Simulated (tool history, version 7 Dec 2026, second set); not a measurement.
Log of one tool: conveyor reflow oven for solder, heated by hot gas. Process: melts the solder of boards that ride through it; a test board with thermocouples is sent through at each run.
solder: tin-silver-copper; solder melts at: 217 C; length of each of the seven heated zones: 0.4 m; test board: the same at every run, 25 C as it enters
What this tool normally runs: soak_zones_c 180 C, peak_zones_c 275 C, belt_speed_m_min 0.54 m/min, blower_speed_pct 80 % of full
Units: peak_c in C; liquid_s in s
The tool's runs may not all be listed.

run  hour  soak_zones_c  peak_zones_c  belt_speed_m_min  blower_speed_pct  peak_c  liquid_s
  1     0           180           275              0.54                80   262.5      78.1
  2   7.8           180           280              0.54                80   267.4      80.8
  3  17.4           180           287              0.54                80   273.7      83.8
       23  -- flux residue cleaned out of gas plates and filters
  4    27           180           275              0.54                80   261.9      77.9
  5    34           180           275              0.54                80   261.9      77.9
  6  41.5           180           275              0.54                80   261.8      77.8
     49.3  -- flux residue cleaned out of gas plates and filters, once more
  7    56           186           275              0.54                80     264      81.8
  8  64.5           176           287             0.476                80   277.2      95.9
  9  73.5           176           287             0.476                80   277.2      95.8
 10  80.9           180           290              0.51                68   277.3      91.1
 11    90           181           264             0.635                70   247.8      56.2

Below are 4 alternative next runs, each starting from the tool's condition after run 11. Predict each:
  A  95.4           180           268              0.54                80       ?         ?
  B  95.4           180           283              0.51                80       ?         ?
  C  95.4           180           266             0.643                80       ?         ?
  D  95.4           180           275             0.469                83       ?         ?

run  peak_c  liquid_s
  A   256.7      74.6
  B     272      88.5
  C     250      57.1
  D   266.5      93.8
What these runs would have given with no unlogged condition in the tool:
run  peak_c  liquid_s
  A   257.4        74
  B   272.6      87.7
  C   250.5      56.7
  D   267.2        93
